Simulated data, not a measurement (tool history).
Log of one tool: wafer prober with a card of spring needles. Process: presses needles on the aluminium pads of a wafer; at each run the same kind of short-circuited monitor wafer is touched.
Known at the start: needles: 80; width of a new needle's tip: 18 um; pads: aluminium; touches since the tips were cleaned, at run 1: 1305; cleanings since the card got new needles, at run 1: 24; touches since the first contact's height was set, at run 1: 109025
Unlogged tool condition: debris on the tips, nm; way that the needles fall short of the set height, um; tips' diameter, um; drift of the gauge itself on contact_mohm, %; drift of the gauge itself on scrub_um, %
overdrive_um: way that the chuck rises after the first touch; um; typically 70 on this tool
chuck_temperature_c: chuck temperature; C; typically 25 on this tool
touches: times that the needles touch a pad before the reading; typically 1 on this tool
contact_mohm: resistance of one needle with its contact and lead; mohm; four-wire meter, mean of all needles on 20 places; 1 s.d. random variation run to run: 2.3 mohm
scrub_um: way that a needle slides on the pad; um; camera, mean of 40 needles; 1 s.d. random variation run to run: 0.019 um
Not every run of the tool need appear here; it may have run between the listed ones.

run   hour  overdrive_um  chuck_temperature_c  touches  touches since the tips were cleaned  cleanings since the card got new needles  touches since the first contact's height was set  contact_mohm  scrub_um
  1    0.0            70                   25        1                                 1305                                        24                                            109025           443     10.61
      11.4  -- tips cleaned on abrasive film
  2   22.6            70                   25        1                                 2995                                        25                                            115048           552     10.59
      26.9  -- tips cleaned on abrasive film
      41.3  -- tips cleaned on abrasive film
  3   43.2            70                   25        1                                  525                                        27                                            120510           382     10.53
      55.9  -- tips cleaned on abrasive film
  4   58.1            70                   25        1                                  593                                        28                                            124458           388     10.58
      70.1  -- tips cleaned on abrasive film
  5   76.8            70                   25        1                                 1812                                        29                                            129449           489     10.55
      84.3  -- tips cleaned on abrasive film
  6   95.5            70                   25        1                                 2985                                        30                                            134404           562     10.57
      99.2  -- tips cleaned on abrasive film
     114.1  -- tips cleaned on abrasive film
  7  114.1            70                   25        1                                    0                                        32                                            139335           291     10.50
     123.3  -- height of the first contact set anew
     130.4  -- tips cleaned on abrasive film
  8  139.8            70                   25        1                                 2513                                        33                                              4386           514     10.81
     146.6  -- tips cleaned on abrasive film
  9  155.9            70                   67        1                                 2486                                        34                                              8659           517     10.82
     161.9  -- tips cleaned on abrasive film
     177.1  -- tips cleaned on abrasive film
 10  181.8            70                   67        1                                 1245                                        36                                             15533           449     10.78
     191.4  -- tips cleaned on abrasive film
 11  197.8            70                   25        2                                 1721                                        37                                             19800           395     10.78
     206.4  -- tips cleaned on abrasive film
 12  216.8            70                   25        2                                 2786                                        38                                             24842           435     10.75
     221.6  -- tips cleaned on abrasive film
 13  234.7            70                   25        1                                 3501                                        39                                             29604           576     10.76
     237.0  -- tips cleaned on abrasive film
     251.6  -- tips cleaned on abrasive film
 14  256.9            70                   25        1                                 1409                                        41                                             35487           459     10.72
     266.8  -- tips cleaned on abrasive film
     280.9  -- tips cleaned on abrasive film
 15  280.9            70                   25        1                                    0                                        43                                             41873           287     10.71
     295.9  -- tips cleaned on abrasive film
 16  300.1            70                   25        1                                 1139                                        44                                             46986           448     10.72
     310.2  -- tips cleaned on abrasive film
 17  319.9            70                  113        2                                 2609                                        45                                             52252           442     10.69
     325.8  -- tips cleaned on abrasive film
 18  332.6            70                  113        2                                 1808                                        46                                             55619           404     10.70
     340.3  -- tips cleaned on abrasive film
     355.3  -- tips cleaned on abrasive film
 19  356.7            64                  110        1                                  387                                        48                                             62017           403      9.75

Forecast run 20:
     370.5  -- tips cleaned on abrasive film
 20  376.5            52                  110        2                                 1581                                        49                                             67270             ?         ?

Run 20 yielded contact_mohm 491 mohm, scrub_um 7.89 um.
If the tool had no hidden condition, the same run with the same run-to-run variation would have returned contact_mohm 294 mohm, scrub_um 8.05 um.
